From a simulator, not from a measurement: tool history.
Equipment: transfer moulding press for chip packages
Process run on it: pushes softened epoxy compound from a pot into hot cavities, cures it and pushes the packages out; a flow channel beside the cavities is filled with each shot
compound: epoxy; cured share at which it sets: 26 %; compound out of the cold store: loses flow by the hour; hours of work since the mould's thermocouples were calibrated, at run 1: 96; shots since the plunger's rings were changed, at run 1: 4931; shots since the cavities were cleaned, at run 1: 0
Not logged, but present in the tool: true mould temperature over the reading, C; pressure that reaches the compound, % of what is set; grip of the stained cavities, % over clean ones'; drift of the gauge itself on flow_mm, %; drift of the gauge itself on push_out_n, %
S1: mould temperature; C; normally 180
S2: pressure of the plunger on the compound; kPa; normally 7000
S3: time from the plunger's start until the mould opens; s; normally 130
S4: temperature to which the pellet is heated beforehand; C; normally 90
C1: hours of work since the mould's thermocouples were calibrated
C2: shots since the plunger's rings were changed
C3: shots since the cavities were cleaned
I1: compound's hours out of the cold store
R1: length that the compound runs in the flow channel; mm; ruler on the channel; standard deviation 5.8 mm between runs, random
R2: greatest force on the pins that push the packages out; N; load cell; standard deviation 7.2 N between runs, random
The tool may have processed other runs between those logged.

run 1 day=0.000 | S1=180 S2=7000 S3=130 S4=90 | C1=96 C2=4931 C3=0 | I1=27.8 | R1=724 R2=325
run 2 day=1.712 | S1=180 S2=7000 S3=130 S4=90 | C1=128 C2=5443 C3=512 | I1=25.0 | R1=732 R2=443
-- day=2.108 cavities cleaned with cleaning compound and waxed
-- day=3.954 cavities cleaned with cleaning compound and waxed
-- day=4.246 plunger's sealing rings changed
run 3 day=4.246 | S1=180 S2=7000 S3=130 S4=90 | C1=172 C2=0 C3=56 | I1=26.3 | R1=816 R2=345
-- day=6.112 cavities cleaned with cleaning compound and waxed
run 4 day=6.800 | S1=180 S2=7000 S3=130 S4=90 | C1=219 C2=744 C3=206 | I1=12.3 | R1=859 R2=413
-- day=8.012 cavities cleaned with cleaning compound and waxed
-- day=9.933 cavities cleaned with cleaning compound and waxed
run 5 day=10.496 | S1=180 S2=7000 S3=130 S4=90 | C1=287 C2=1811 C3=168 | I1=17.4 | R1=819 R2=389
-- day=11.867 cavities cleaned with cleaning compound and waxed
run 6 day=13.067 | S1=180 S2=7000 S3=154 S4=90 | C1=334 C2=2561 C3=359 | I1=31.4 | R1=757 R2=384
-- day=13.879 cavities cleaned with cleaning compound and waxed
-- day=15.942 cavities cleaned with cleaning compound and waxed
run 7 day=15.988 | S1=180 S2=7000 S3=154 S4=90 | C1=387 C2=3396 C3=14 | I1=12.2 | R1=812 R2=290
-- day=17.950 cavities cleaned with cleaning compound and waxed
run 8 day=19.142 | S1=180 S2=7000 S3=154 S4=90 | C1=446 C2=4320 C3=356 | I1=45.3 | R1=670 R2=404
-- day=19.783 cavities cleaned with cleaning compound and waxed
run 9 day=21.517 | S1=180 S2=7000 S3=154 S4=90 | C1=490 C2=5011 C3=518 | I1=31.9 | R1=705 R2=413
-- day=21.842 cavities cleaned with cleaning compound and waxed
-- day=23.925 cavities cleaned with cleaning compound and waxed
run 10 day=24.788 | S1=180 S2=7000 S3=130 S4=90 | C1=549 C2=5951 C3=258 | I1=21.3 | R1=729 R2=411
-- day=25.625 plunger's sealing rings changed
-- day=25.979 cavities cleaned with cleaning compound and waxed
-- day=27.862 cavities cleaned with cleaning compound and waxed
run 11 day=27.862 | S1=180 S2=7000 S3=130 S4=90 | C1=603 C2=631 C3=0 | I1=9.2 | R1=884 R2=311
run 12 day=29.412 | S1=180 S2=6920 S3=130 S4=90 | C1=633 C2=1094 C3=463 | I1=15.0 | R1=854 R2=467
-- day=29.800 cavities cleaned with cleaning compound and waxed
-- day=31.671 cavities cleaned with cleaning compound and waxed
run 13 day=32.717 | S1=180 S2=7000 S3=130 S4=90 | C1=693 C2=2044 C3=312 | I1=15.3 | R1=828 R2=419
-- day=33.638 cavities cleaned with cleaning compound and waxed
run 14 day=35.029 | S1=179 S2=8790 S3=113 S4=99 | C1=736 C2=2716 C3=414 | I1=38.5 | R1=806 R2=543
-- day=35.650 cavities cleaned with cleaning compound and waxed
-- day=37.525 cavities cleaned with cleaning compound and waxed
run 15 day=38.321 | S1=180 S2=6050 S3=159 S4=90 | C1=796 C2=3663 C3=237 | I1=29.3 | R1=686 R2=359
-- day=39.604 cavities cleaned with cleaning compound and waxed
run 16 day=40.383 | S1=180 S2=7000 S3=130 S4=84 | C1=834 C2=4261 C3=233 | I1=36.4 | R1=703 R2=410
-- day=40.621 mould's thermocouples calibrated
-- day=41.667 cavities cleaned with cleaning compound and waxed
run 17 day=41.988 | S1=173 S2=7000 S3=130 S4=92 | C1=25 C2=4697 C3=96 | I1=40.6 | R1=699 R2=494
-- day=43.700 cavities cleaned with cleaning compound and waxed
run 18 day=44.483 | S1=183 S2=8300 S3=130 S4=83 | C1=71 C2=5424 C3=234 | I1=25.1 | R1=784 R2=404
-- day=45.579 mould's thermocouples calibrated, once more
-- day=45.642 cavities cleaned with cleaning compound and waxed
run 19 day=46.838 | S1=179 S2=7020 S3=130 S4=83 | C1=23 C2=6084 C3=357 | I1=25.1 | R1=711 R2=435
-- day=47.225 plunger's sealing rings changed
-- day=47.783 cavities cleaned with cleaning compound and waxed
run 20 day=48.825 | S1=179 S2=7020 S3=130 S4=83 | C1=57 C2=459 C3=311 | I1=10.7 | R1=875 R2=427
-- day=49.754 cavities cleaned with cleaning compound and waxed
-- day=51.608 cavities cleaned with cleaning compound and waxed
run 21 day=52.033 | S1=179 S2=7020 S3=164 S4=99 | C1=116 C2=1380 C3=127 | I1=32.0 | R1=755 R2=320
-- day=53.562 cavities cleaned with cleaning compound and waxed
-- day=55.538 cavities cleaned with cleaning compound and waxed
run 22 day=55.654 | S1=179 S2=7020 S3=129 S4=99 | C1=182 C2=2424 C3=34 | I1=11.1 | R1=844 R2=337
-- day=57.579 cavities cleaned with cleaning compound and waxed
run 23 day=57.579 | S1=179 S2=7020 S3=129 S4=99 | C1=217 C2=2982 C3=0 | I1=19.9 | R1=791 R2=329
-- day=59.429 cavities cleaned with cleaning compound and waxed
run 24 day=59.954 | S1=186 S2=6250 S3=127 S4=95 | C1=261 C2=3673 C3=158 | I1=12.2 | R1=743 R2=349
-- day=61.421 cavities cleaned with cleaning compound and waxed
run 25 day=62.488 | S1=178 S2=6250 S3=144 S4=95 | C1=308 C2=4410 C3=319 | I1=20.4 | R1=719 R2=404

Below, each run's measurement less what the same run would have read without the hidden state. Both values contain the same run-to-run variation, but the gauge's scatter may not be the same in both:
run=1 R1=-80 R2=+17
run=2 R1=-92 R2=+156
run=3 R1=+1 R2=+33
run=4 R1=-12 R2=+93
run=5 R1=-30 R2=+83
run=6 R1=-40 R2=+114
run=7 R1=-60 R2=+11
run=8 R1=-65 R2=+128
run=9 R1=-80 R2=+138
run=10 R1=-103 R2=+109
run=11 R1=-10 R2=+9
run=12 R1=-18 R2=+157
run=13 R1=-35 R2=+123
run=14 R1=-44 R2=+178
run=15 R1=-53 R2=+89
run=16 R1=-65 R2=+109
run=17 R1=-71 R2=+102
run=18 R1=-95 R2=+103
run=19 R1=-104 R2=+121
run=20 R1=-11 R2=+121
run=21 R1=-24 R2=+53
run=22 R1=-45 R2=+22
run=23 R1=-53 R2=+11
run=24 R1=-62 R2=+70
run=25 R1=-73 R2=+116

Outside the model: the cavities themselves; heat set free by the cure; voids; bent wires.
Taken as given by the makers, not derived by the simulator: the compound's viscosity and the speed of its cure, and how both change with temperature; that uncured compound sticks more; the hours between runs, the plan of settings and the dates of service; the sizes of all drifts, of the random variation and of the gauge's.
